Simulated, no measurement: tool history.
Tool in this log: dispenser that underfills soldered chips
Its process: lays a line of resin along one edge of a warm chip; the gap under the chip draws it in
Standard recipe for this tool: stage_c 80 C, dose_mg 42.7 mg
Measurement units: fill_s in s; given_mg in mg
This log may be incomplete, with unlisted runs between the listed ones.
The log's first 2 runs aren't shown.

| run | hour | stage_c | dose_mg | hours of work since the syringe was changed | hours of work since the valve was cleaned | hours of work since the stage was calibrated | fill_s | given_mg |
|---|---|---|---|---|---|---|---|---|
|  | 7 | new syringe of resin |
| 3 | 12.7 | 80 | 42.7 | 4 | 5 | 154 | 55.8 | 42.59 |
| 4 | 17.7 | 80 | 42.7 | 7 | 9 | 158 | 70.6 | 42.33 |
|  | 22.1 | new syringe of resin |
| 5 | 22.5 | 80 | 42.7 | 0 | 12 | 160 | 43.3 | 42.25 |
| 6 | 26.1 | 77 | 42.7 | 3 | 14 | 163 | 57.9 | 42.37 |
| 7 | 32.5 | 77 | 42.7 | 7 | 18 | 167 | 80.7 | 42.33 |
| 8 | 36.4 | 80 | 50.2 | 10 | 21 | 170 | 82.1 | 49.3 |
|  | 37.3 | new syringe of resin |
| 9 | 43.9 | 80 | 51.5 | 4 | 26 | 174 | 57.4 | 50.76 |
| 10 | 50.3 | 80 | 39.9 | 9 | 30 | 179 | 81.9 | 39.17 |
|  | 52.8 | new syringe of resin |
| 11 | 54.3 | 80 | 39.9 | 1 | 32 | 181 | 45.2 | 39.22 |
| 12 | 58.6 | 80 | 39.9 | 4 | 35 | 184 | 55.6 | 38.93 |
| 13 | 65.3 | 80 | 42.7 | 8 | 40 | 189 | 77.1 | 41.71 |
|  | 67.9 | new syringe of resin |
| 14 | 72.9 | 70 | 42.7 | 3 | 44 | 193 | 84.2 | 41.49 |
| 15 | 79.7 | 70 | 42.7 | 8 | 49 | 198 | 118.8 | 41.47 |
|  | 83 | new syringe of resin |
| 16 | 83.2 | 70 | 42.7 | 0 | 51 | 200 | 66.9 | 41.38 |
| 17 | 86.9 | 70 | 42.7 | 3 | 54 | 202 | 79.6 | 41.18 |
| 18 | 90.6 | 70 | 45.9 | 5 | 56 | 205 | 93 | 44.41 |
| 19 | 94.1 | 70 | 45.9 | 7 | 58 | 207 | 112.2 | 44.36 |
|  | 98 | new syringe of resin |
| 20 | 100.2 | 79 | 53.2 | 1 | 62 | 211 | 48.2 | 51.52 |

Forecast run 21:
| 21 | 104.1 | 79 | 53.2 | 4 | 65 | 214 | ? | ? |

fill_s: 58 s
given_mg: 51.02 mg
Had the tool carried no hidden state, the very same run would have given fill_s 43.8 s, given_mg 53.04 mg.

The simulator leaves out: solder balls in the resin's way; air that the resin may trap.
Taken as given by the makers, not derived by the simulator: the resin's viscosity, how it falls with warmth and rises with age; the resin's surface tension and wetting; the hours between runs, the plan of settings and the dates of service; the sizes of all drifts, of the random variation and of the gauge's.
